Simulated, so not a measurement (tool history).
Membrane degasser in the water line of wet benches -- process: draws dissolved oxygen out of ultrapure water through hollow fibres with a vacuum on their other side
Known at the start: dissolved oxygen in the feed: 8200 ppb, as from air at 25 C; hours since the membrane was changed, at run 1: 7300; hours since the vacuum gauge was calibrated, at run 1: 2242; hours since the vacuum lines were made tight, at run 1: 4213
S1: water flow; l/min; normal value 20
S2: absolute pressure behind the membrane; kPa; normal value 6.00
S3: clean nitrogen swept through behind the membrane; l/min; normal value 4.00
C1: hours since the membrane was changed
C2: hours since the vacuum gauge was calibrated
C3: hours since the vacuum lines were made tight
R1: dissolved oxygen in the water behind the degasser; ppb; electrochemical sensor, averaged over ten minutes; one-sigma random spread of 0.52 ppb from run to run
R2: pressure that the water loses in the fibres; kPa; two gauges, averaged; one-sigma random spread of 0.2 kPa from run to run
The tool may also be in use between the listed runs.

run 1 day=0.000 | S1=20 S2=6.00 S3=4.00 | C1=7300 C2=2242 C3=4213 | R1=42.6 R2=45.04
run 2 day=7.638 | S1=20 S2=6.00 S3=10.51 | C1=7484 C2=2426 C3=4397 | R1=22.8 R2=44.45
run 3 day=13.371 | S1=23 S2=6.00 S3=4.00 | C1=7621 C2=2563 C3=4534 | R1=52.5 R2=51.22
run 4 day=20.729 | S1=20 S2=6.00 S3=4.00 | C1=7798 C2=2740 C3=4711 | R1=43.4 R2=44.57
run 5 day=26.417 | S1=20 S2=6.00 S3=4.00 | C1=7934 C2=2876 C3=4847 | R1=42.9 R2=44.48
run 6 day=35.083 | S1=20 S2=6.00 S3=4.00 | C1=8142 C2=3084 C3=5055 | R1=43.2 R2=44.39
run 7 day=39.358 | S1=20 S2=6.00 S3=4.00 | C1=8245 C2=3187 C3=5158 | R1=43.2 R2=44.23
run 8 day=46.092 | S1=20 S2=6.00 S3=4.00 | C1=8407 C2=3349 C3=5320 | R1=42.9 R2=45.05
run 9 day=50.521 | S1=20 S2=6.00 S3=4.00 | C1=8513 C2=3455 C3=5426 | R1=43.7 R2=44.65
-- day=53.071 vacuum gauge calibrated
run 10 day=56.750 | S1=20 S2=6.00 S3=4.00 | C1=8662 C2=88 C3=5575 | R1=43.4 R2=44.70
run 11 day=62.988 | S1=20 S2=9.17 S3=4.00 | C1=8811 C2=238 C3=5725 | R1=81.4 R2=44.76
run 12 day=69.329 | S1=20 S2=14.26 S3=4.00 | C1=8964 C2=390 C3=5877 | R1=141.0 R2=44.76
run 13 day=78.321 | S1=20 S2=14.26 S3=4.00 | C1=9179 C2=606 C3=6093 | R1=141.9 R2=44.74
run 14 day=84.642 | S1=20 S2=14.26 S3=4.00 | C1=9331 C2=758 C3=6244 | R1=141.5 R2=45.03
run 15 day=92.938 | S1=20 S2=11.84 S3=4.00 | C1=9530 C2=957 C3=6443 | R1=113.8 R2=44.53
run 16 day=101.675 | S1=13 S2=9.41 S3=1.87 | C1=9740 C2=1167 C3=6653 | R1=107.9 R2=28.96
run 17 day=106.388 | S1=13 S2=9.41 S3=1.87 | C1=9853 C2=1280 C3=6766 | R1=102.3 R2=28.91
run 18 day=112.512 | S1=13 S2=9.16 S3=6.54 | C1=10000 C2=1427 C3=6913 | R1=32.2 R2=29.10
run 19 day=117.512 | S1=22 S2=4.78 S3=2.93 | C1=10120 C2=1547 C3=7033 | R1=40.0 R2=48.90
run 20 day=124.492 | S1=14 S2=5.11 S3=9.98 | C1=10288 C2=1714 C3=7201 | R1=9.7 R2=31.24
run 21 day=133.367 | S1=29 S2=10.11 S3=5.03 | C1=10501 C2=1927 C3=7414 | R1=120.1 R2=64.61
run 22 day=140.542 | S1=29 S2=10.11 S3=5.03 | C1=10673 C2=2099 C3=7586 | R1=119.6 R2=64.55
run 23 day=149.050 | S1=29 S2=10.11 S3=5.03 | C1=10877 C2=2304 C3=7790 | R1=118.8 R2=64.86
run 24 day=154.238 | S1=29 S2=10.11 S3=5.03 | C1=11002 C2=2428 C3=7915 | R1=120.9 R2=64.73

Alternative continuations, all from the tool just after run 24; predict every row:
-- day=156.308 seals of the vacuum lines changed
run A day=163.329 | S1=20 S2=6.00 S3=8.82 | C1=11218 C2=2644 C3=168 | R1=? R2=?
-- day=156.308 seals of the vacuum lines changed
run B day=163.329 | S1=25 S2=13.34 S3=4.00 | C1=11218 C2=2644 C3=168 | R1=? R2=?
-- day=156.308 seals of the vacuum lines changed
run C day=163.329 | S1=27 S2=3.75 S3=3.45 | C1=11218 C2=2644 C3=168 | R1=? R2=?
-- day=156.308 seals of the vacuum lines changed
run D day=163.329 | S1=19 S2=9.87 S3=4.00 | C1=11218 C2=2644 C3=168 | R1=? R2=?
-- day=156.308 seals of the vacuum lines changed
run E day=163.329 | S1=14 S2=8.80 S3=7.51 | C1=11218 C2=2644 C3=168 | R1=? R2=?

run=A R1=25.0 R2=44.61
run=B R1=165.8 R2=55.63
run=C R1=30.9 R2=59.88
run=D R1=84.3 R2=42.35
run=E R1=28.7 R2=31.23
Had the tool no hidden state, the same runs would have come out as:
run=A R1=24.9 R2=44.54
run=B R1=165.6 R2=55.55
run=C R1=30.7 R2=59.79
run=D R1=84.2 R2=42.29
run=E R1=28.6 R2=31.18
